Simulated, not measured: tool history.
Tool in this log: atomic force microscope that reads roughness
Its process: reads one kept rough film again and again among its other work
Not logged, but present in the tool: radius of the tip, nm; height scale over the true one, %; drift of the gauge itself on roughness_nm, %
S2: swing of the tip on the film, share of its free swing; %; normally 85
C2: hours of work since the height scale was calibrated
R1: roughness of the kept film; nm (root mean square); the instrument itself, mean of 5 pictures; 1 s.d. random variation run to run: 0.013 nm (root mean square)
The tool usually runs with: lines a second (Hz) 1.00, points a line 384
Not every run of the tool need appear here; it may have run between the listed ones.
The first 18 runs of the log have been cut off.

Run 19, hour 205.6: usual settings; pictures with this tip 76; C2 197. Result: R1 2.205 nm (root mean square).
Run 20, hour 213.7: usual settings but S2 70 %; pictures with this tip 86; C2 201. Result: R1 2.228 nm (root mean square).
At hour 216.6: new tip fitted.
Run 21, hour 230.0: usual settings but S2 70 %; pictures with this tip 17; C2 208. Result: R1 3.019 nm (root mean square).
Run 22, hour 242.6: usual settings but S2 70 %; pictures with this tip 32; C2 213. Result: R1 2.782 nm (root mean square).
Run 23, hour 258.4: usual settings but S2 55 %; pictures with this tip 52; C2 220. Result: R1 2.647 nm (root mean square).
Run 24, hour 265.4: usual settings but lines a second (Hz) 2.72, S2 55 %, points a line 257; pictures with this tip 61; C2 223. Result: R1 2.449 nm (root mean square).
Run 25, hour 274.9: usual settings but lines a second (Hz) 2.78, points a line 302; pictures with this tip 72; C2 228. Result: R1 2.019 nm (root mean square).
At hour 288.4: new tip fitted.
Run 26, hour 291.4: usual settings but S2 61 %, points a line 503; pictures with this tip 3; C2 235. Result: R1 3.265 nm (root mean square).
Run 27, hour 303.8: usual settings but S2 61 %, points a line 503; pictures with this tip 19; C2 240. Result: R1 3.039 nm (root mean square).
Run 28, hour 310.9: usual settings but lines a second (Hz) 1.46, S2 74 %; pictures with this tip 27; C2 243. Result: R1 2.768 nm (root mean square).
Run 29, hour 325.0: usual settings but S2 77 %, points a line 324; pictures with this tip 45; C2 250. Result: R1 2.565 nm (root mean square).
Run 30, hour 334.7: usual settings but S2 77 %, points a line 324; pictures with this tip 57; C2 254. Result: R1 2.404 nm (root mean square).
Run 31, hour 341.9: usual settings but lines a second (Hz) 0.82, S2 67 %, points a line 376; pictures with this tip 66; C2 257. Result: R1 2.412 nm (root mean square).
Run 32, hour 355.4: usual settings but lines a second (Hz) 0.82, S2 67 %, points a line 376; pictures with this tip 83; C2 263. Result: R1 2.259 nm (root mean square).
At hour 361.3: new tip fitted.
Run 33, hour 368.8: usual settings but lines a second (Hz) 0.77, S2 67 %, points a line 787; pictures with this tip 10; C2 269. Result: R1 3.163 nm (root mean square).
Run 34, hour 381.0: usual settings but lines a second (Hz) 0.77, S2 67 %, points a line 787; pictures with this tip 25; C2 274. Result: R1 2.944 nm (root mean square).
Run 35, hour 395.2: usual settings but lines a second (Hz) 2.80, S2 57 %, points a line 370; pictures with this tip 42; C2 280. Result: R1 2.645 nm (root mean square).
Run 36, hour 402.3: usual settings but lines a second (Hz) 3.01, S2 77 %; pictures with this tip 51; C2 284. Result: R1 2.281 nm (root mean square).
Run 37, hour 413.3: usual settings but points a line 768; pictures with this tip 65; C2 288. Result: R1 2.348 nm (root mean square).
Run 38, hour 420.3: usual settings but lines a second (Hz) 1.51, S2 69 %, points a line 882; pictures with this tip 73; C2 292. Result: R1 2.344 nm (root mean square).
Run 39, hour 429.3: usual settings but lines a second (Hz) 2.46, S2 76 %, points a line 349; pictures with this tip 85; C2 296. Result: R1 2.053 nm (root mean square).
At hour 433.6: new tip fitted.
Run 40, hour 446.1: usual settings but lines a second (Hz) 2.46, S2 76 %, points a line 349; pictures with this tip 16; C2 303. Result: R1 2.805 nm (root mean square).
Run 41, hour 453.4: usual settings but S2 57 %, points a line 409; pictures with this tip 25; C2 306. Result: R1 2.993 nm (root mean square).
Run 42, hour 464.0: usual settings but S2 57 %, points a line 409; pictures with this tip 38; C2 311. Result: R1 2.791 nm (root mean square).
Run 43, hour 476.7: usual settings but lines a second (Hz) 2.86, S2 84 %, points a line 330; pictures with this tip 54; C2 316. Result: R1 2.147 nm (root mean square).

Here are 3 independent what-if runs from the current tool condition. What would each one return?
Run A, hour 485.5: usual settings but lines a second (Hz) 3.23, S2 76 %, points a line 301; pictures with this tip 65; C2 320. Result: R1 ?.
Run B, hour 485.5: usual settings but S2 58 %, points a line 614; pictures with this tip 65; C2 320. Result: R1 ?.
Run C, hour 485.5: usual settings but lines a second (Hz) 2.68, S2 87 %, points a line 339; pictures with this tip 65; C2 320. Result: R1 ?.

run     R1
  A  2.143
  B  2.478
  C  2.025
With the hidden condition removed and each run's random variation left untouched, the same runs would have given:
run     R1
  A  2.916
  B  3.374
  C  2.755

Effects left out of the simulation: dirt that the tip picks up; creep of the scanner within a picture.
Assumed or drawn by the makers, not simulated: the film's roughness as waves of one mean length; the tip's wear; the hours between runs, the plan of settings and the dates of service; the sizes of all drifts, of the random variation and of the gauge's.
